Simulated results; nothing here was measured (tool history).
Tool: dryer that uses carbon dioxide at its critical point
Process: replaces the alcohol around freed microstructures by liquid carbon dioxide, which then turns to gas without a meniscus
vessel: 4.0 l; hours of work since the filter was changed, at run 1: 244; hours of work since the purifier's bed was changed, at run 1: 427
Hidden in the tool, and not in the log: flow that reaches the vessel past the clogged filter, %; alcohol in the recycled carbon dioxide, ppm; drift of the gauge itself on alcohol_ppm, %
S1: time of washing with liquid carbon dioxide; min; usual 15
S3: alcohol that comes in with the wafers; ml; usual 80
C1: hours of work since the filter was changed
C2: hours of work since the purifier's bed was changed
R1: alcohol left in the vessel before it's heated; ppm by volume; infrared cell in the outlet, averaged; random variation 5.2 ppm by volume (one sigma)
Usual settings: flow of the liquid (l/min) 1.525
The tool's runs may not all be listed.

{"run": 1, "hour": 0.0, "S1": 15, "flow of the liquid (l/min)": 1.525, "S3": 80, "C1": 244, "C2": 427, "R1": 154}
{"run": 2, "hour": 39.0, "S1": 15, "flow of the liquid (l/min)": 1.525, "S3": 80, "C1": 268, "C2": 452, "R1": 172}
{"run": 3, "hour": 78.3, "S1": 15, "flow of the liquid (l/min)": 1.525, "S3": 80, "C1": 293, "C2": 476, "R1": 172}
{"run": 4, "hour": 110.0, "S1": 15, "flow of the liquid (l/min)": 1.525, "S3": 80, "C1": 313, "C2": 496, "R1": 177}
{"run": 5, "hour": 140.3, "S1": 9, "flow of the liquid (l/min)": 1.525, "S3": 80, "C1": 332, "C2": 515, "R1": 1071}
{"run": 6, "hour": 188.2, "S1": 15, "flow of the liquid (l/min)": 1.525, "S3": 80, "C1": 362, "C2": 545, "R1": 193}

Run 7 comes next. What will it give?
{"hour": 225.7, "done": "inlet filter changed"}
{"run": 7, "hour": 245.3, "S1": 15, "flow of the liquid (l/min)": 1.525, "S3": 80, "C1": 12, "C2": 581, "R1": "?"}

Run 7 gave R1 141 ppm by volume.
Without the tool's hidden state the same run would have given R1 90 ppm by volume.
